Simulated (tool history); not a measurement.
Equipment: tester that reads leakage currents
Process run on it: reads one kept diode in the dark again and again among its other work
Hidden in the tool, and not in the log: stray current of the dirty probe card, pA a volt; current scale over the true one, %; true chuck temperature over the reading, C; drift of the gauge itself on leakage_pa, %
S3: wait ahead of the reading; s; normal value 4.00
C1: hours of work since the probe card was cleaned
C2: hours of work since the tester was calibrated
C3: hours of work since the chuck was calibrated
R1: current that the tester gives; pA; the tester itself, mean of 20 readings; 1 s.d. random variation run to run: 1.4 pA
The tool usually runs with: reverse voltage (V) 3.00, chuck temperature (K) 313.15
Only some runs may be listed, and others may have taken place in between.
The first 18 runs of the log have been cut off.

Run 19, hour 1305.5: usual settings; C1 936; C2 3507; C3 1101. Result: R1 483.81 pA.
Run 20, hour 1368.0: usual settings but S3 0.84 s; C1 975; C2 3547; C3 1141. Result: R1 486.49 pA.
Run 21, hour 1480.0: usual settings but reverse voltage (V) 4.81, chuck temperature (K) 311.15, S3 4.38 s; C1 1046; C2 3617; C3 1212. Result: R1 506.45 pA.
Run 22, hour 1544.7: usual settings but reverse voltage (V) 6.26, chuck temperature (K) 295.15; C1 1087; C2 3658; C3 1252. Result: R1 150.51 pA.
At hour 1570.5: chuck's temperature calibrated.
Run 23, hour 1614.5: usual settings but reverse voltage (V) 5.92, chuck temperature (K) 304.15, S3 4.69 s; C1 1130; C2 3701; C3 28. Result: R1 295.77 pA.
Run 24, hour 1687.0: usual settings but reverse voltage (V) 6.73, chuck temperature (K) 327.15, S3 0.62 s; C1 1175; C2 3747; C3 73. Result: R1 1822.26 pA.
Run 25, hour 1739.2: usual settings but reverse voltage (V) 6.72, chuck temperature (K) 309.15; C1 1208; C2 3780; C3 106. Result: R1 466.24 pA.
Run 26, hour 1800.5: usual settings but reverse voltage (V) 6.72, chuck temperature (K) 309.15; C1 1247; C2 3818; C3 145. Result: R1 467.57 pA.
Run 27, hour 1859.3: usual settings but reverse voltage (V) 2.48, chuck temperature (K) 293.15, S3 8.87 s; C1 1284; C2 3855; C3 182. Result: R1 80.76 pA.
Run 28, hour 1919.9: usual settings but reverse voltage (V) 3.84, chuck temperature (K) 295.15; C1 1322; C2 3894; C3 220. Result: R1 115.39 pA.
Run 29, hour 1977.0: usual settings but reverse voltage (V) 3.84, chuck temperature (K) 295.15; C1 1358; C2 3930; C3 256. Result: R1 116.18 pA.
Run 30, hour 2059.2: usual settings but reverse voltage (V) 4.58, chuck temperature (K) 298.15; C1 1410; C2 3981; C3 308. Result: R1 162.56 pA.
Run 31, hour 2137.3: usual settings but reverse voltage (V) 6.62; C1 1460; C2 4031; C3 358. Result: R1 642.92 pA.
Run 32, hour 2239.9: usual settings but reverse voltage (V) 6.62; C1 1524; C2 4095; C3 422. Result: R1 646.41 pA.
Run 33, hour 2351.1: usual settings but reverse voltage (V) 6.62; C1 1595; C2 4166; C3 492. Result: R1 649.91 pA.
Run 34, hour 2419.5: usual settings but reverse voltage (V) 2.81, chuck temperature (K) 293.15, S3 2.33 s; C1 1638; C2 4209; C3 536. Result: R1 86.92 pA.
Run 35, hour 2471.8: usual settings but reverse voltage (V) 5.34, chuck temperature (K) 327.15, S3 0.69 s; C1 1671; C2 4242; C3 569. Result: R1 1694.75 pA.
Run 36, hour 2526.9: usual settings but reverse voltage (V) 5.34, chuck temperature (K) 327.15, S3 0.69 s; C1 1705; C2 4277; C3 603. Result: R1 1698.65 pA.
Run 37, hour 2636.3: usual settings but reverse voltage (V) 5.34, chuck temperature (K) 329.15, S3 7.22 s; C1 1774; C2 4346; C3 672. Result: R1 1963.55 pA.
Run 38, hour 2724.6: usual settings but reverse voltage (V) 3.78; C1 1830; C2 4401; C3 728. Result: R1 519.84 pA.
Run 39, hour 2804.5: usual settings but reverse voltage (V) 7.67, chuck temperature (K) 301.15, S3 1.34 s; C1 1881; C2 4452; C3 779. Result: R1 267.39 pA.

Predict each of these 3 candidate next runs independently; none follows another, all start after run 39:
Run A, hour 2885.4: usual settings but reverse voltage (V) 3.96; C1 1932; C2 4503; C3 830. Result: R1 ?.
Run B, hour 2885.4: usual settings but reverse voltage (V) 17.19, chuck temperature (K) 304.15, S3 3.12 s; C1 1932; C2 4503; C3 830. Result: R1 ?.
Run C, hour 2885.4: usual settings but reverse voltage (V) 2.44, chuck temperature (K) 329.15, S3 4.74 s; C1 1932; C2 4503; C3 830. Result: R1 ?.

run       R1
  A   533.90
  B   485.21
  C  1426.51
Without the tool's hidden state the same runs would have given:
run       R1
  A   521.65
  B   464.60
  C  1404.33

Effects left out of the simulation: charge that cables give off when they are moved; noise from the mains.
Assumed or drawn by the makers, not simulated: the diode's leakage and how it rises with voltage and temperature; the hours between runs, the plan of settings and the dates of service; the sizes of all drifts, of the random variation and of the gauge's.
